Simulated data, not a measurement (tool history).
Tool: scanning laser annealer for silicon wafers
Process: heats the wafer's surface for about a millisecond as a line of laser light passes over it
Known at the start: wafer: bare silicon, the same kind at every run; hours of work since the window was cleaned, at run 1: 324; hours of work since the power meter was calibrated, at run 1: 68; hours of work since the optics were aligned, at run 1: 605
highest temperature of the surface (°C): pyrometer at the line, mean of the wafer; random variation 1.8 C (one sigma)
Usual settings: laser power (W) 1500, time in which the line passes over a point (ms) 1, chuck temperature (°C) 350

run	hour	laser power (W)	time in which the line passes over a point (ms)	chuck temperature (°C)	hours of work since the window was cleaned	hours of work since the power meter was calibrated	hours of work since the optics were aligned	highest temperature of the surface (°C)
1	0	1500	1	350	324	68	605	1069
2	18.9	1500	1	350	332	77	614	1072
3	35.1	1500	1	350	339	84	621	1071
4	51.1	1642	1	350	346	91	628	1151
5	74.3	1642	1	350	356	101	638	1155
6	99.5	1642	1	350	367	112	649	1152
7	128.3	1642	1	350	380	124	661	1152
8	155.8	1642	1	350	392	136	673	1150
9	175.4	1642	1	350	400	145	682	1152
10	201.5	1642	1	350	412	156	693	1151
11	217.3	1642	1	350	419	163	700	1153
12	237.9	1500	1	350	427	172	709	1071
13	260.2	1500	1	350	437	181	718	1070
14	279.7	1500	0.79	350	446	190	727	978
15	299.4	1500	0.79	350	454	198	735	977
16	317.9	1500	1	350	462	206	743	1068
17	331.2	1500	1	350	468	212	749	1069
18	353.3	1500	1	350	478	222	759	1071
19	378.5	1302	1	350	489	233	770	960
20	408.2	1302	1	350	501	246	783	960
21	436.3	1301	1	350	514	258	795	960
22	449.4	1301	1.08	389	519	264	801	1028
23	467.7	1540	1	323	527	272	808	1066
24	484.1	1300	0.89	323	534	279	816	892

Run 25 comes next. What will it give?
25	506.7	1300	0.89	323	544	288	825	?

Run 25 gave highest temperature of the surface (°C) 895.
Without the tool's hidden state the same run would have given highest temperature of the surface (°C) 896.

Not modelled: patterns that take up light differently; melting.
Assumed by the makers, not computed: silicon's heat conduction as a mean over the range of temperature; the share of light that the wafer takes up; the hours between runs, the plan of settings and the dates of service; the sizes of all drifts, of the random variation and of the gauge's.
